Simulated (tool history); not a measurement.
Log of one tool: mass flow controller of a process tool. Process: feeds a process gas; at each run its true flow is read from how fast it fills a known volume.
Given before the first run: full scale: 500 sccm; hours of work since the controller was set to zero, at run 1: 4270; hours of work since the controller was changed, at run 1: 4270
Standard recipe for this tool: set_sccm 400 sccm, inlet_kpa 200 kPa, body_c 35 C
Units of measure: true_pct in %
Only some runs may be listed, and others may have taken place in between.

run    hour  set_sccm  inlet_kpa  body_c  hours of work since the controller was set to zero  hours of work since the controller was changed  true_pct
  1       0       400        200      35                                                4270                                            4270    104.13
  2   130.3       283        200      35                                                4318                                            4318    104.21
  3   214.2        58        200      35                                                4348                                            4348    106.43
  4   276.9       179        200      35                                                4371                                            4371    104.55
  5   363.5       179        200      35                                                4403                                            4403    104.48
  6   480.5       400        200      36                                                4446                                            4446    104.59
  7   570.1       323        200      36                                                4479                                            4479    104.58
  8   676.8       323        200      25                                                4518                                            4518    104.02
  9   742.9       323        200      25                                                4542                                            4542    103.95
 10   849.6       400        200      35                                                4581                                            4581    104.68
 11   920.6       400        159      35                                                4608                                            4608    104.59
 12   999.2       400        159      35                                                4636                                            4636    104.59
 13  1075.2       400        159      35                                                4664                                            4664    104.41
 14  1181.9       400        159      35                                                4703                                            4703    104.67
 15  1284.5       400        159      35                                                4741                                            4741    104.62
 16  1373.5       357        159      35                                                4774                                            4774    104.62
 17  1464.9       357        159      35                                                4807                                            4807    104.76
 18  1584.4       400        200      29                                                4851                                            4851    104.63
 19  1667.6       352        153      32                                                4882                                            4882    104.57
 20  1758.4       413        200      35                                                4915                                            4915    104.96
 21  1813.2       329        198      28                                                4935                                            4935    104.56
 22  1918.1       296        240      35                                                4974                                            4974    105.03
     1926.1  -- controller's zero set anew
 23  2028.4       296        240      35                                                  38                                            5014     105.5
 24  2151.4       296        240      35                                                  83                                            5059    105.65
 25  2253.3       269        263      35                                                 120                                            5096    105.63
 26  2373.4       177        254      23                                                 164                                            5141    105.55
 27  2466.6       177        254      23                                                 198                                            5175    105.69
 28  2568.7       400        200      27                                                 236                                            5212    105.04
 29    2634       239        256      29                                                 260                                            5236    105.53
       2700  -- controller's zero set anew, once more
 30  2758.3       239        165      29                                                  21                                            5282    104.09
 31    2869       239        165      29                                                  62                                            5322    104.06

Expected results for the next run?
 32  2996.8       239        165      29                                                 109                                            5369         ?

Run 32 yielded true_pct 104.04 %.
If the tool had no hidden condition, the same run with the same run-to-run variation would have returned true_pct 99.38 %.
